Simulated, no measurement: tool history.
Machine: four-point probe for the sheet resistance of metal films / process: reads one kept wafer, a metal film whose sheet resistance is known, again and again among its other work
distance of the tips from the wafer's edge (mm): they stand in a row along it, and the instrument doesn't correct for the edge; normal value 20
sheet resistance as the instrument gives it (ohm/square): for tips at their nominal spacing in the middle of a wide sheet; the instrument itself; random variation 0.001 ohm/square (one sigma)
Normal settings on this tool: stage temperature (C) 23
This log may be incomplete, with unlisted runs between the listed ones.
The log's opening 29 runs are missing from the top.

run,hour,stage temperature (C),distance of the tips from the wafer's edge (mm),touches since the probe head was changed,hours of work since the stage's thermometer was calibrated,sheet resistance as the instrument gives it (ohm/square)
30,975.9,32,73,129135,1001,5.166574
31,1004.2,20,13,130847,1021,5.181030
32,1039.2,20,13,132970,1046,5.182021
33,1076.0,20,13,135195,1072,5.180036
34,1119.7,23,3,137847,1103,5.251681
35,1143.0,21,5,139258,1120,5.203392
36,1169.9,27,5,140887,1139,5.198280
37,1197.7,27,5,142569,1159,5.198137
38,1240.3,22,11,145148,1189,5.178141
39,1268.3,24,22,146845,1209,5.173331
40,1305.6,24,22,149108,1236,5.175224
41,1333.1,21,9,150769,1255,5.183246
42,1357.6,19,9,152253,1273,5.185878
43,1400.9,20,9,154877,1304,5.183689
44,1438.6,20,9,157162,1330,5.183072

Each row is a separate what-if for the run after 44, all from the same tool condition, not one after another. Results?
A,1464.8,20,20,158750,1349,?
B,1464.8,20,43,158750,1349,?
C,1464.8,26,21,158750,1349,?
D,1464.8,28,9,158750,1349,?
E,1464.8,19,6,158750,1349,?

run,sheet resistance as the instrument gives it (ohm/square)
A,5.177263
B,5.175592
C,5.170892
D,5.176330
E,5.194979
Stripped of hidden state, with their random variation kept, the same runs would have yielded:
run,sheet resistance as the instrument gives it (ohm/square)
A,5.178112
B,5.176441
C,5.171739
D,5.177178
E,5.195832

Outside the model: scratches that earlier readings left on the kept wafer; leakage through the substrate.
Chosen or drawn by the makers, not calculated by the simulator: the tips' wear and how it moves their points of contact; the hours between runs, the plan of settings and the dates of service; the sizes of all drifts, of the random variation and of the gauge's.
